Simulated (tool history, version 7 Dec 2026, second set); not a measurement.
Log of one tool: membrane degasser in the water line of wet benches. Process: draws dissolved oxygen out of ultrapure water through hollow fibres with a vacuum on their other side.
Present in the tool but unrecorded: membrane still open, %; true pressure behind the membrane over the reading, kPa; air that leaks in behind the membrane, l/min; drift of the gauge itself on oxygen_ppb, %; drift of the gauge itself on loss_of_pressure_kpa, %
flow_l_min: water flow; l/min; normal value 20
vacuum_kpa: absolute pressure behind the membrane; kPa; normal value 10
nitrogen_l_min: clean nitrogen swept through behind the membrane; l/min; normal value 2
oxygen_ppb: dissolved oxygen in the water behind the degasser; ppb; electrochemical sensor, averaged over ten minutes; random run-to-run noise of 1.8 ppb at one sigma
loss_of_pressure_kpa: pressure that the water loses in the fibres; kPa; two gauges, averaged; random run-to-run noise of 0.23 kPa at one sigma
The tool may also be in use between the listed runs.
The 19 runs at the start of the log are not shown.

run,hour,flow_l_min,vacuum_kpa,nitrogen_l_min,hours since the membrane was changed,hours since the vacuum gauge was calibrated,hours since the vacuum lines were made tight,oxygen_ppb,loss_of_pressure_kpa
20,796.2,27,10.1,1.42,2317,871,1415,351.1,80.39
21,853.7,15,9.1,4.71,2375,929,1472,51.1,45.14
22,897.7,15,9.1,4.71,2419,973,1516,52.1,44.89
23,950.1,15,9.1,4.71,2471,1025,1568,51.9,44.8
24,978.2,13,11.1,3.39,2499,1053,1597,78.6,38.79
25,1014.8,13,11.1,3.39,2536,1090,1633,76.5,39.08
26,1064.1,13,11.1,3.39,2585,1139,1682,78.1,39.12
27,1111.3,20,7,1.22,2632,1186,1730,163.7,60.08
28,1154,20,22.4,2.36,2675,1229,1772,393.5,60.44
29,1188.7,20,10.4,2,2710,1264,1807,189.2,60.44
30,1225.2,20,15.4,2.31,2746,1300,1844,264.3,59.97
31,1277.3,20,10,1.5,2798,1352,1896,234.6,60.19
32,1331.9,20,8,5.77,2853,1407,1950,59.9,59.91

Below are 4 alternative next runs, each starting from the tool's condition after run 32. Predict each:
A,1356.5,12,8,5.77,2877,1431,1975,?,?
B,1356.5,20,23.3,1.4,2877,1431,1975,?,?
C,1356.5,20,8.4,2,2877,1431,1975,?,?
D,1356.5,20,11.7,5.77,2877,1431,1975,?,?

run,oxygen_ppb,loss_of_pressure_kpa
A,26.8,35.98
B,640.6,60.17
C,142.7,60.13
D,91.8,60.34
Take away the tool's hidden state, keep each run's random variation, and the runs would have read:
run,oxygen_ppb,loss_of_pressure_kpa
A,25.3,35.2
B,628.7,58.87
C,136.2,58.84
D,87.5,59.03
